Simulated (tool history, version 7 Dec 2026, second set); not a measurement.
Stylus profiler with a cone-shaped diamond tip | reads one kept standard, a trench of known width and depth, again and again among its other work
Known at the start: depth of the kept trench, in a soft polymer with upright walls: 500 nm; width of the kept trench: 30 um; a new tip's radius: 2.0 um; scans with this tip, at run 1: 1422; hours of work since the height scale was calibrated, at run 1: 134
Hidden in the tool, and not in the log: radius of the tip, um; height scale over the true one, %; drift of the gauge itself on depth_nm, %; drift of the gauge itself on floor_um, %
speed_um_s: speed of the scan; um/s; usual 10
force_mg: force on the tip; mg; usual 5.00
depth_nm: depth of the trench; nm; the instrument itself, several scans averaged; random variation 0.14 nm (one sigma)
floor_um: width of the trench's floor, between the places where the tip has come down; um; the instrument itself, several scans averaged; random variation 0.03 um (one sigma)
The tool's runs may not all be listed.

run	hour	speed_um_s	force_mg	scans with this tip	hours of work since the height scale was calibrated	depth_nm	floor_um
1	0.0	10	5.00	1422	134	508.81	27.25
2	14.3	3	5.00	1511	143	508.87	27.18
3	22.6	10	3.61	1562	148	507.24	27.19
4	37.0	10	3.61	1651	156	507.22	27.16
5	46.1	10	3.61	1708	161	507.19	27.18
6	60.8	10	3.61	1799	170	507.06	27.15
7	75.3	10	5.00	1889	178	509.10	27.13
8	82.8	10	5.00	1936	183	509.13	27.19
9	97.5	10	5.00	2027	191	508.75	27.19
10	108.9	10	5.00	2097	198	509.00	27.11
11	122.3	10	5.00	2181	206	508.73	27.13
12	135.6	10	5.00	2263	214	508.77	27.08
13	149.5	10	3.25	2349	222	506.67	27.13
14	158.8	10	3.25	2407	227	506.69	27.11
15	166.1	10	3.25	2452	232	506.64	27.10
16	180.4	10	3.25	2541	240	506.76	27.08
17	187.8	10	3.25	2587	244	506.68	27.03
18	202.9	10	3.25	2681	253	506.39	27.10
19	216.2	10	5.00	2763	261	508.88	27.17
20	232.1	10	5.00	2862	270	508.65	27.09
21	241.1	10	5.00	2918	276	509.00	27.08
22	254.8	10	5.00	3003	284	508.88	27.02
23	268.9	10	3.90	3090	292	507.62	27.06
24	280.0	38	3.77	3159	298	507.00	26.92
25	293.6	38	3.77	3243	306	507.21	26.94
26	302.0	14	9.66	3295	311	513.99	27.04
27	315.3	4	5.00	3378	319	508.81	27.01
28	323.6	4	1.87	3430	324	504.26	27.04
29	334.7	23	8.08	3499	330	512.31	27.01
30	350.5	2	11.38	3596	340	515.70	27.08
31	365.3	4	4.72	3689	348	508.64	27.02
32	378.1	9	3.11	3768	356	506.15	27.02
33	390.8	13	2.07	3847	363	504.51	26.99
34	406.4	13	2.07	3944	373	504.46	27.03
35	413.5	6	5.00	3988	377	508.56	26.98
36	428.0	6	6.57	4077	385	510.49	27.05
37	437.6	18	5.53	4137	391	509.36	26.97
38	454.4	9	2.22	4241	401	504.80	26.96
39	467.8	11	11.02	4324	408	515.21	27.03
40	479.5	11	11.02	4397	415	515.28	26.96
41	493.3	2	1.70	4483	423	503.96	26.98
42	503.8	2	1.70	4548	430	503.96	26.97
43	511.5	2	1.70	4596	434	503.72	27.00
44	528.2	10	14.22	4699	444	518.09	26.99
45	542.2	3	5.00	4786	452	508.56	26.97
46	551.4	11	8.60	4843	457	512.72	26.97

Forecast each of these 4 alternatives for the next run:
A	561.5	19	2.31	4906	463	?	?
B	561.5	3	13.40	4906	463	?	?
C	561.5	2	5.00	4906	463	?	?
D	561.5	29	3.80	4906	463	?	?

run	depth_nm	floor_um
A	505.04	26.85
B	517.33	26.97
C	508.75	26.94
D	506.95	26.80
Without the tool's hidden state the same runs would have given:
run	depth_nm	floor_um
A	505.66	27.23
B	517.97	27.35
C	509.38	27.32
D	507.58	27.18
